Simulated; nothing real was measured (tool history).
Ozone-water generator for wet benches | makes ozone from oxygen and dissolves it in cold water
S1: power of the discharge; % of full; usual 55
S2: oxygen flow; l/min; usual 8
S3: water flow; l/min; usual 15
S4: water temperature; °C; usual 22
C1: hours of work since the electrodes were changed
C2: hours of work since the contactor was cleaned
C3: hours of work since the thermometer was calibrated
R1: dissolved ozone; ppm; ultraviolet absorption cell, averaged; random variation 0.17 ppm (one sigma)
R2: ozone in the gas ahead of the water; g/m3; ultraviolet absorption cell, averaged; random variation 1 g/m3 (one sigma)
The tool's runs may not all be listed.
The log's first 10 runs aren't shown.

| run | hour | S1 | S2 | S3 | S4 | C1 | C2 | C3 | R1 | R2 |
|---|---|---|---|---|---|---|---|---|---|---|
| 11 | 505.8 | 55 | 8 | 18 | 22 | 814 | 446 | 2510 | 19 | 175.4 |
| 12 | 545.7 | 55 | 8 | 15 | 22 | 848 | 479 | 2544 | 21.3 | 176.5 |
| 13 | 582.2 | 55 | 8 | 15 | 22 | 879 | 510 | 2575 | 21.5 | 175.3 |
| 14 | 630.7 | 55 | 8 | 15 | 18 | 920 | 551 | 2615 | 23.3 | 174.9 |
| 15 | 689.2 | 55 | 8 | 15 | 18 | 969 | 600 | 2665 | 23.2 | 173.2 |
| 16 | 732.8 | 55 | 8 | 15 | 22 | 1005 | 637 | 2701 | 21.2 | 174.7 |
| 17 | 778.2 | 55 | 8 | 15 | 16 | 1044 | 675 | 2740 | 24.2 | 174.8 |
| 18 | 812.5 | 55 | 8 | 15 | 16 | 1073 | 704 | 2769 | 23.4 | 174.7 |
| 19 | 870.2 | 55 | 8.4 | 15 | 17 | 1121 | 752 | 2817 | 23.3 | 171.2 |
| 20 | 927.4 | 55 | 8 | 20 | 20 | 1169 | 801 | 2865 | 17.9 | 173.8 |
| 21 | 964.7 | 72 | 11.3 | 20 | 20 | 1201 | 832 | 2897 | 20 | 169.9 |
| 22 | 1018.8 | 72 | 11.3 | 20 | 20 | 1246 | 878 | 2942 | 20 | 169.8 |
| 23 | 1065 | 72 | 11.3 | 20 | 20 | 1285 | 916 | 2981 | 20.2 | 169.4 |
| 24 | 1092 | 67 | 4.12 | 16 | 16 | 1308 | 939 | 3004 | 27.3 | 288.2 |
| 25 | 1129.6 | 67 | 4.12 | 16 | 16 | 1340 | 971 | 3035 | 26.9 | 285.8 |
| 26 | 1194.1 | 46 | 4.12 | 19 | 16 | 1394 | 1025 | 3090 | 18.3 | 228.4 |
| 27 | 1233.6 | 46 | 4.12 | 9 | 16 | 1427 | 1058 | 3123 | 32.3 | 223.9 |
| 28 | 1293.6 | 46 | 4.12 | 9 | 16 | 1478 | 1109 | 3173 | 32.6 | 225.5 |
| 29 | 1338 | 79 | 6.02 | 23 | 22 | 1515 | 1146 | 3211 | 20.3 | 253.5 |
| 30 | 1397.7 | 79 | 6.02 | 23 | 22 | 1565 | 1196 | 3261 | 20 | 254.8 |
| 31 | 1440.8 | 79 | 6.02 | 23 | 22 | 1601 | 1233 | 3297 | 20.1 | 258.7 |
| 32 | 1473.7 | 55 | 9.92 | 15 | 22 | 1629 | 1260 | 3325 | 19.5 | 152.9 |
| 33 | 1526.4 | 68 | 8.54 | 15 | 23 | 1674 | 1305 | 3369 | 22.5 | 188.8 |

Forecast each of these 4 alternatives for the next run:
| A | 1571.6 | 68 | 6.66 | 15 | 23 | 1712 | 1343 | 3407 | ? | ? |
| B | 1571.6 | 91 | 4.05 | 10 | 23 | 1712 | 1343 | 3407 | ? | ? |
| C | 1571.6 | 64 | 8 | 13 | 22 | 1712 | 1343 | 3407 | ? | ? |
| D | 1571.6 | 49 | 8 | 19 | 15 | 1712 | 1343 | 3407 | ? | ? |

| run | R1 | R2 |
|---|---|---|
| A | 24.2 | 217.4 |
| B | 40.5 | 346.6 |
| C | 24.5 | 188.9 |
| D | 18.7 | 160.5 |
Without the tool's hidden state the same runs would have given:
| run | R1 | R2 |
|---|---|---|
| A | 26.2 | 228.3 |
| B | 44.3 | 367.5 |
| C | 26.5 | 198 |
| D | 20.1 | 166.7 |

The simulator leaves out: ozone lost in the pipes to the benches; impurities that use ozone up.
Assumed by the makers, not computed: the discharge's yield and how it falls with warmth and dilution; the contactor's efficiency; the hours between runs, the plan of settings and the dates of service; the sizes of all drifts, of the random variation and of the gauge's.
